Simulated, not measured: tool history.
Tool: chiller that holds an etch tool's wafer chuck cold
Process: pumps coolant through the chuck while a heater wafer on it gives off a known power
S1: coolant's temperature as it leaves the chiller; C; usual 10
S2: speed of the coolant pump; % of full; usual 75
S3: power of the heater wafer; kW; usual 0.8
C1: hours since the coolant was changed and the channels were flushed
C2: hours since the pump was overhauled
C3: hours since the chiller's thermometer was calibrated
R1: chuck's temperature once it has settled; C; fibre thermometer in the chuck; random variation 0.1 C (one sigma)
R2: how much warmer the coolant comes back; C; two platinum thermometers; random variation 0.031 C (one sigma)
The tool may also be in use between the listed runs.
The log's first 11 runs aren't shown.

run,hour,S1,S2,S3,C1,C2,C3,R1,R2
12,1219,3,75,0.8,7005,8285,2477,10.8,3.68
13,1342,10,75,0.8,7128,8408,2600,17.7,3.59
14,1493.1,10,75,0.8,7279,8559,2751,17.8,3.65
15,1650.2,10,66,0.8,7437,8716,2909,18.7,4.28
16,1802.3,10,66,0.8,7589,8868,3061,18.9,4.28
17,1870.3,10,75,0.675,7657,8936,3129,16.5,3.18
18,1941.7,10,75,0.675,7728,9007,3200,16.6,3.15
19,2066.3,10,75,0.675,7853,9132,3325,16.5,3.1
20,2147.7,10,75,0.675,7934,9213,3406,16.6,3.12
21,2298.9,12,68,0.768,8085,9364,3557,20.2,4.02

Run 22 comes next. What will it give?
# hour 2383.4: coolant pump overhauled
22,2383.4,7,63,0.8,8165,0,3637,?,?

R1: 15.2 C
R2: 3.89 C
Without the tool's hidden state the same run would have given R1 14.9 C, R2 3.86 C.

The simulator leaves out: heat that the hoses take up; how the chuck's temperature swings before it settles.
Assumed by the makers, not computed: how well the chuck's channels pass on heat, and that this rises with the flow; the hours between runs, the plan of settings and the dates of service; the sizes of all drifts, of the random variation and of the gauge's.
